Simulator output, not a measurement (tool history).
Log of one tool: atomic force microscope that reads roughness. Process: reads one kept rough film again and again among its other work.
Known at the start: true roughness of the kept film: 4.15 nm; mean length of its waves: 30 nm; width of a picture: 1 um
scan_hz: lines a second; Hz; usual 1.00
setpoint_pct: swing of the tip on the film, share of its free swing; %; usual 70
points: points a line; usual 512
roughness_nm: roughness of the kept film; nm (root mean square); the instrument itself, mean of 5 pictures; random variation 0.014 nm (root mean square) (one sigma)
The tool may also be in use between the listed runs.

run	day	scan_hz	setpoint_pct	points	roughness_nm
1	0.000	1.00	70	512	3.456
2	0.167	1.00	70	512	3.460
3	0.433	1.00	70	512	3.466
4	0.825	1.00	70	512	3.474
5	1.125	1.00	70	512	3.443
6	1.525	1.00	70	512	3.448
7	1.908	0.76	63	392	3.554
8	2.075	3.57	70	303	2.999
9	2.429	3.57	70	303	3.019
10	2.654	3.57	70	303	3.006
11	2.812	3.57	70	303	3.020
12	3.158	0.88	71	512	3.473

4 ways to go on from here, each from the tool as it stands after run 12. What would each give?
A	3.346	1.97	60	512	?
B	3.346	0.88	71	922	?
C	3.346	0.70	89	694	?
D	3.346	1.00	70	466	?

run	roughness_nm
A	3.452
B	3.482
C	3.311
D	3.477
Without the tool's hidden state the same runs would have given:
run	roughness_nm
A	3.459
B	3.490
C	3.318
D	3.484
